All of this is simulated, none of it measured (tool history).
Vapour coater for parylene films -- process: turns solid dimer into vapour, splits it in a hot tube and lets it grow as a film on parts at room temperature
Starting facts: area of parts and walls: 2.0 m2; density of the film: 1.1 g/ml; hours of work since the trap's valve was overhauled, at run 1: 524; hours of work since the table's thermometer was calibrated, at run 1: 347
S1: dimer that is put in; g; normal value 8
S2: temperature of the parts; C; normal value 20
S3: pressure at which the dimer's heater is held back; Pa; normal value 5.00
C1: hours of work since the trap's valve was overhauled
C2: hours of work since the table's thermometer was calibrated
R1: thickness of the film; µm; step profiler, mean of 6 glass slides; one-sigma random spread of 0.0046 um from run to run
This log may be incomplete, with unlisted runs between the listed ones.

| run | hour | S1 | S2 | S3 | C1 | C2 | R1 |
|---|---|---|---|---|---|---|---|
| 1 | 0.0 | 8 | 20 | 5.00 | 524 | 347 | 1.781 |
| 2 | 22.5 | 8 | 20 | 2.73 | 536 | 358 | 2.006 |
| 3 | 57.5 | 8 | 20 | 2.73 | 554 | 376 | 2.007 |
| 4 | 78.3 | 8 | 20 | 2.81 | 564 | 387 | 1.984 |
| 5 | 99.7 | 8 | 20 | 2.81 | 575 | 397 | 1.990 |
| 6 | 122.5 | 8 | 20 | 2.81 | 587 | 409 | 1.983 |
| 7 | 155.6 | 8 | 20 | 5.00 | 603 | 426 | 1.770 |
|  | 159.0 | table's thermometer calibrated |
| 8 | 174.6 | 3 | 20 | 5.00 | 612 | 8 | 0.661 |
|  | 212.6 | trap's valve overhauled |
| 9 | 214.6 | 8 | 13 | 5.00 | 1 | 26 | 2.104 |
| 10 | 250.7 | 5 | 23 | 2.33 | 19 | 44 | 1.260 |
| 11 | 272.8 | 4 | 20 | 11.82 | 31 | 56 | 0.787 |
| 12 | 310.1 | 4 | 20 | 11.82 | 49 | 75 | 0.775 |
| 13 | 336.2 | 3 | 22 | 2.67 | 63 | 88 | 0.752 |

Predict each of these 3 candidate next runs independently; none follows another, all start after run 13:
|  | 350.6 | table's thermometer calibrated, once more |
| A | 356.6 | 3 | 22 | 4.47 | 72 | 3 | ? |
|  | 350.6 | table's thermometer calibrated, once more |
| B | 356.6 | 12 | 22 | 10.01 | 72 | 3 | ? |
|  | 350.6 | table's thermometer calibrated, once more |
| C | 356.6 | 9 | 22 | 2.67 | 72 | 3 | ? |

| run | R1 |
|---|---|
| A | 0.682 |
| B | 2.327 |
| C | 2.257 |
Without the tool's unlogged condition, the same runs would have read:
| run | R1 |
|---|---|
| A | 0.687 |
| B | 2.344 |
| C | 2.274 |
